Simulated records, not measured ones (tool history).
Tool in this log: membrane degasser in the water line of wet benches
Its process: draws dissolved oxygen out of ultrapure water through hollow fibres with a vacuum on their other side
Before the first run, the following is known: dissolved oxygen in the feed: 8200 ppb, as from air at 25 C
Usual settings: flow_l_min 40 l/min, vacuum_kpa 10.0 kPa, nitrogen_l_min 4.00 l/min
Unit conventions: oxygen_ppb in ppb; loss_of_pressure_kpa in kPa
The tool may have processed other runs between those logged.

run    day  flow_l_min  vacuum_kpa  nitrogen_l_min  oxygen_ppb  loss_of_pressure_kpa
  1  0.000          40        10.0            4.00       166.6                 36.02
  2  1.650          40        10.0            4.00       166.6                 35.78
  3  2.958          40         8.7            4.00       135.8                 35.89
  4  5.212          40         8.7            4.00       136.1                 35.97
  5  6.312          40        10.0            5.86       119.0                 35.48
  6  7.304          40        11.9            5.86       149.2                 35.88
  7  8.538          40        11.9            5.86       149.4                 36.02

The next listed run, before its measurement:
  8  9.500          40        11.2           10.29           ?                     ?

{"run 8": {"oxygen_ppb": 83.5, "loss_of_pressure_kpa": 35.81}}
Were there no unlogged condition in the tool, this run, its random variation unchanged, would have produced oxygen_ppb 81.6 ppb, loss_of_pressure_kpa 35.59 kPa.
